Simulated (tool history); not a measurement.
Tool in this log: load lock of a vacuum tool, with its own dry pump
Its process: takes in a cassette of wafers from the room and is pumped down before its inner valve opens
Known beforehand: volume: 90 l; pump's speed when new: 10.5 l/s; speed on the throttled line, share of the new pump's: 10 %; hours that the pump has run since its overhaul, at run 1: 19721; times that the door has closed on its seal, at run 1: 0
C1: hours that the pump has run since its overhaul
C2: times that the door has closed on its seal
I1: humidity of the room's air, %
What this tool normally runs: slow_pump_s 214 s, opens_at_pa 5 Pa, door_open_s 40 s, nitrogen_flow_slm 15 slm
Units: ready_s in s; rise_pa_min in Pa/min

{"run": 1, "day": 0.0, "slow_pump_s": 214, "opens_at_pa": 5, "door_open_s": 40, "nitrogen_flow_slm": 15, "C1": 19721, "C2": 0, "I1": 43.2, "ready_s": 310.5, "rise_pa_min": 0.012}
{"day": 3.267, "done": "dry pump taken out, an overhauled one fitted"}
{"run": 2, "day": 12.596, "slow_pump_s": 214, "opens_at_pa": 5, "door_open_s": 40, "nitrogen_flow_slm": 15, "C1": 224, "C2": 1259, "I1": 46.3, "ready_s": 279.1, "rise_pa_min": 0.024}
{"run": 3, "day": 22.896, "slow_pump_s": 214, "opens_at_pa": 5, "door_open_s": 40, "nitrogen_flow_slm": 15, "C1": 471, "C2": 2309, "I1": 46.6, "ready_s": 278.8, "rise_pa_min": 0.022}
{"run": 4, "day": 34.8, "slow_pump_s": 214, "opens_at_pa": 5, "door_open_s": 40, "nitrogen_flow_slm": 6, "C1": 757, "C2": 3523, "I1": 45.8, "ready_s": 278.4, "rise_pa_min": 0.047}
{"run": 5, "day": 53.525, "slow_pump_s": 214, "opens_at_pa": 5, "door_open_s": 40, "nitrogen_flow_slm": 6, "C1": 1206, "C2": 5432, "I1": 42.3, "ready_s": 279.7, "rise_pa_min": 0.058}
{"run": 6, "day": 75.362, "slow_pump_s": 214, "opens_at_pa": 9, "door_open_s": 40, "nitrogen_flow_slm": 15, "C1": 1730, "C2": 7659, "I1": 49.1, "ready_s": 276.4, "rise_pa_min": 0.074}
{"run": 7, "day": 98.479, "slow_pump_s": 214, "opens_at_pa": 5, "door_open_s": 40, "nitrogen_flow_slm": 15, "C1": 2285, "C2": 10016, "I1": 46.7, "ready_s": 282.5, "rise_pa_min": 0.101}
{"run": 8, "day": 114.779, "slow_pump_s": 214, "opens_at_pa": 5, "door_open_s": 40, "nitrogen_flow_slm": 15, "C1": 2676, "C2": 11679, "I1": 46.5, "ready_s": 282.5, "rise_pa_min": 0.122}
{"run": 9, "day": 127.046, "slow_pump_s": 214, "opens_at_pa": 5, "door_open_s": 40, "nitrogen_flow_slm": 15, "C1": 2971, "C2": 12930, "I1": 43.1, "ready_s": 282.7, "rise_pa_min": 0.137}
{"run": 10, "day": 146.858, "slow_pump_s": 214, "opens_at_pa": 4, "door_open_s": 40, "nitrogen_flow_slm": 15, "C1": 3446, "C2": 14950, "I1": 44.4, "ready_s": 286.6, "rise_pa_min": 0.163}
{"run": 11, "day": 162.05, "slow_pump_s": 214, "opens_at_pa": 4, "door_open_s": 40, "nitrogen_flow_slm": 15, "C1": 3811, "C2": 16499, "I1": 43.5, "ready_s": 281.8, "rise_pa_min": 0.18}
{"run": 12, "day": 182.275, "slow_pump_s": 214, "opens_at_pa": 5, "door_open_s": 40, "nitrogen_flow_slm": 15, "C1": 4296, "C2": 18561, "I1": 48.7, "ready_s": 281.9, "rise_pa_min": 0.216}
{"run": 13, "day": 191.85, "slow_pump_s": 214, "opens_at_pa": 5, "door_open_s": 47, "nitrogen_flow_slm": 15, "C1": 4526, "C2": 19538, "I1": 43.6, "ready_s": 285, "rise_pa_min": 0.239}
{"run": 14, "day": 210.367, "slow_pump_s": 214, "opens_at_pa": 5, "door_open_s": 47, "nitrogen_flow_slm": 15, "C1": 4970, "C2": 21426, "I1": 46.5, "ready_s": 282.5, "rise_pa_min": 0.263}
{"run": 15, "day": 220.558, "slow_pump_s": 214, "opens_at_pa": 5, "door_open_s": 47, "nitrogen_flow_slm": 15, "C1": 5215, "C2": 22465, "I1": 38.9, "ready_s": 286.2, "rise_pa_min": 0.283}
{"run": 16, "day": 243.1, "slow_pump_s": 214, "opens_at_pa": 5, "door_open_s": 47, "nitrogen_flow_slm": 15, "C1": 5756, "C2": 24764, "I1": 46.8, "ready_s": 286.3, "rise_pa_min": 0.335}

What does the tool deliver on the next run?
{"run": 17, "day": 260.021, "slow_pump_s": 282, "opens_at_pa": 6, "door_open_s": 45, "nitrogen_flow_slm": 43, "C1": 6162, "C2": 26489, "I1": 45.4, "ready_s": "?", "rise_pa_min": "?"}

ready_s: 345.8 s
rise_pa_min: 0.353 Pa/min
Without the tool's hidden state the same run would have given ready_s 340.3 s, rise_pa_min 0.006 Pa/min.
